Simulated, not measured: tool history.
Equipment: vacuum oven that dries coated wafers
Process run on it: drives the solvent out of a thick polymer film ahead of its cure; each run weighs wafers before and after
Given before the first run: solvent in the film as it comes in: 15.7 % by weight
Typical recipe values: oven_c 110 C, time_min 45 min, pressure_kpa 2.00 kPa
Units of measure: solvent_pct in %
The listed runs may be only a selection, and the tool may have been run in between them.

| run | day | oven_c | time_min | pressure_kpa | solvent_pct |
|---|---|---|---|---|---|
| 1 | 0.000 | 110 | 45 | 2.00 | 1.90 |
| 2 | 1.408 | 110 | 45 | 2.00 | 1.88 |
| 3 | 2.400 | 114 | 45 | 2.00 | 1.27 |
|  | 3.733 | oven's thermocouples calibrated |
| 4 | 3.954 | 110 | 45 | 2.00 | 2.08 |
| 5 | 5.817 | 110 | 45 | 2.00 | 2.12 |
| 6 | 6.871 | 110 | 45 | 2.00 | 2.10 |
| 7 | 8.029 | 110 | 45 | 2.00 | 2.07 |
| 8 | 9.775 | 110 | 55 | 2.00 | 1.64 |
| 9 | 10.800 | 110 | 55 | 2.00 | 1.64 |
| 10 | 12.162 | 98 | 45 | 2.00 | 5.26 |
| 11 | 13.192 | 98 | 45 | 2.00 | 5.29 |
| 12 | 14.250 | 98 | 45 | 2.00 | 5.22 |
| 13 | 15.712 | 110 | 45 | 2.00 | 2.10 |
| 14 | 17.321 | 110 | 45 | 2.00 | 2.11 |
| 15 | 18.950 | 110 | 45 | 2.00 | 2.09 |
| 16 | 20.804 | 110 | 45 | 2.00 | 2.10 |
| 17 | 22.679 | 110 | 45 | 2.00 | 2.07 |
| 18 | 23.646 | 110 | 45 | 2.00 | 2.11 |
| 19 | 24.658 | 110 | 45 | 2.00 | 2.06 |
| 20 | 26.000 | 110 | 45 | 2.00 | 2.08 |
| 21 | 27.479 | 110 | 60 | 2.00 | 1.49 |
| 22 | 28.888 | 110 | 80 | 2.00 | 1.19 |
|  | 29.417 | vacuum gauge cleaned of residue and calibrated |
| 23 | 30.150 | 110 | 80 | 2.00 | 0.98 |
| 24 | 31.950 | 110 | 80 | 2.00 | 0.91 |
| 25 | 32.983 | 119 | 41 | 1.60 | 0.74 |
| 26 | 34.342 | 117 | 24 | 7.90 | 3.90 |
| 27 | 36.258 | 112 | 44 | 2.42 | 1.71 |
| 28 | 37.238 | 117 | 45 | 2.00 | 0.94 |
| 29 | 38.921 | 117 | 45 | 2.00 | 0.91 |
| 30 | 40.083 | 117 | 45 | 2.00 | 0.92 |
| 31 | 41.929 | 114 | 23 | 2.24 | 3.26 |
| 32 | 43.012 | 114 | 23 | 2.24 | 3.25 |
| 33 | 44.575 | 97 | 46 | 1.17 | 4.75 |
| 34 | 45.421 | 110 | 45 | 2.00 | 1.82 |
| 35 | 46.567 | 117 | 62 | 2.04 | 0.71 |
| 36 | 47.904 | 109 | 24 | 2.04 | 4.37 |
| 37 | 49.538 | 104 | 70 | 6.29 | 3.70 |
| 38 | 50.471 | 104 | 70 | 6.29 | 3.70 |
| 39 | 52.179 | 100 | 61 | 7.24 | 5.51 |
|  | 52.567 | oven's thermocouples calibrated |
| 40 | 53.038 | 100 | 61 | 7.24 | 5.58 |
| 41 | 54.571 | 100 | 61 | 7.24 | 5.57 |
| 42 | 55.612 | 100 | 61 | 2.86 | 3.58 |
| 43 | 56.592 | 110 | 49 | 2.00 | 1.71 |
| 44 | 58.221 | 110 | 45 | 6.57 | 3.51 |
| 45 | 60.033 | 110 | 45 | 6.57 | 3.48 |
| 46 | 61.483 | 110 | 45 | 6.57 | 3.48 |

Hidden state or all else? Some run-to-run changes of solvent_pct, split into what the settings, what came in and random variation would give without the hidden state, and what is left for the hidden state (with any gauge scatter that isn't in both results):
Hidden state present: true wafer temperature over the reading, C; true pressure over the reading, kPa; drift of the gauge itself on solvent_pct, %.
Run 3 -> 4: oven_c 114 -> 110, oven's thermocouples calibrated. solvent_pct +0.81 %: hidden state +0.18, all else +0.63.
Run 9 -> 10: oven_c 110 -> 98, time_min 55 -> 45. solvent_pct +3.62 %: hidden state +0.08, all else +3.54.
Run 22 -> 23: vacuum gauge cleaned of residue and calibrated. solvent_pct -0.21 %: hidden state -0.26, all else +0.05.
Run 25 -> 26: oven_c 119 -> 117, time_min 41 -> 24, pressure_kpa 1.60 -> 7.90. solvent_pct +3.16 %: hidden state -0.02, all else +3.18.
Run 35 -> 36: oven_c 117 -> 109, time_min 62 -> 24. solvent_pct +3.66 %: hidden state -0.08, all else +3.74.
Run 39 -> 40: oven's thermocouples calibrated. solvent_pct +0.07 %: hidden state +0.09, all else -0.02.
